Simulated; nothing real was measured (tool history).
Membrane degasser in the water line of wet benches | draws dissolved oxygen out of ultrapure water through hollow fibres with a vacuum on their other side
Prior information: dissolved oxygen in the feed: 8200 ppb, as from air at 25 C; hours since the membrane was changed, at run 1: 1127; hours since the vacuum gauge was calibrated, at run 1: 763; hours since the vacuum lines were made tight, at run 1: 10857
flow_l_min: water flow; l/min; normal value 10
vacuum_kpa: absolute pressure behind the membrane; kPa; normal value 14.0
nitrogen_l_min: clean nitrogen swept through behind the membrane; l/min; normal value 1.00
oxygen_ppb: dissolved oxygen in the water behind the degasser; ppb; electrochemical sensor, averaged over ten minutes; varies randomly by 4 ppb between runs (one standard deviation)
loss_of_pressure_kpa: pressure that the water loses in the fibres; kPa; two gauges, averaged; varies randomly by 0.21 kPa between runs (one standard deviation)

run,day,flow_l_min,vacuum_kpa,nitrogen_l_min,hours since the membrane was changed,hours since the vacuum gauge was calibrated,hours since the vacuum lines were made tight,oxygen_ppb,loss_of_pressure_kpa
1,0.000,10,14.0,1.00,1127,763,10857,399.5,46.75
2,3.104,10,14.0,1.00,1201,838,10931,399.0,46.82
3,5.775,10,14.0,1.00,1266,902,10996,402.3,46.83
4,9.433,10,14.0,1.00,1353,989,11083,400.7,46.75
5,12.188,10,14.0,1.00,1419,1055,11149,407.0,46.77
6,14.558,10,14.0,1.00,1476,1112,11206,398.9,46.47
7,17.717,10,14.0,1.00,1552,1188,11282,394.7,46.34
# day 20.004: seals of the vacuum lines changed
8,21.067,10,14.0,1.00,1630,1267,25,394.0,46.29
9,23.496,10,14.0,1.00,1689,1325,84,396.9,46.43
10,28.171,10,14.0,1.23,1801,1437,196,360.2,46.04
11,30.921,10,14.0,1.00,1867,1503,262,395.3,46.10
12,34.600,10,14.0,1.00,1955,1591,350,404.8,46.20
13,37.742,10,14.0,1.00,2031,1667,426,400.8,45.87
14,42.175,10,14.0,1.00,2137,1773,532,405.6,45.90
# day 45.121: gauge calibrated
15,45.629,7,14.0,2.60,2220,1856,615,135.0,32.76
16,49.467,7,14.0,2.60,2312,1948,707,138.0,32.72
17,52.642,10,11.8,0.50,2388,2024,783,508.3,47.10
18,55.304,14,21.1,1.37,2452,2088,847,693.6,65.13
19,57.583,14,21.1,1.37,2507,2143,902,693.7,65.04
20,62.288,10,15.2,2.07,2620,2256,1015,294.0,46.44
21,66.129,9,11.9,1.17,2712,2348,1107,278.9,41.91

Alternative continuations, all from the tool just after run 21; predict every row:
A,70.154,9,11.9,2.89,2809,2445,1204,?,?
B,70.154,9,10.0,1.41,2809,2445,1204,?,?
C,70.154,7,20.0,0.59,2809,2445,1204,?,?
D,70.154,9,11.9,0.99,2809,2445,1204,?,?
E,70.154,13,30.5,0.43,2809,2445,1204,?,?

run,oxygen_ppb,loss_of_pressure_kpa
A,187.7,41.73
B,220.8,41.87
C,499.5,32.70
D,301.0,41.38
E,1686.7,60.21
Had the tool no hidden state, the same runs would have come out as:
run,oxygen_ppb,loss_of_pressure_kpa
A,187.7,42.38
B,220.7,42.52
C,499.4,33.21
D,300.9,42.03
E,1686.6,61.15
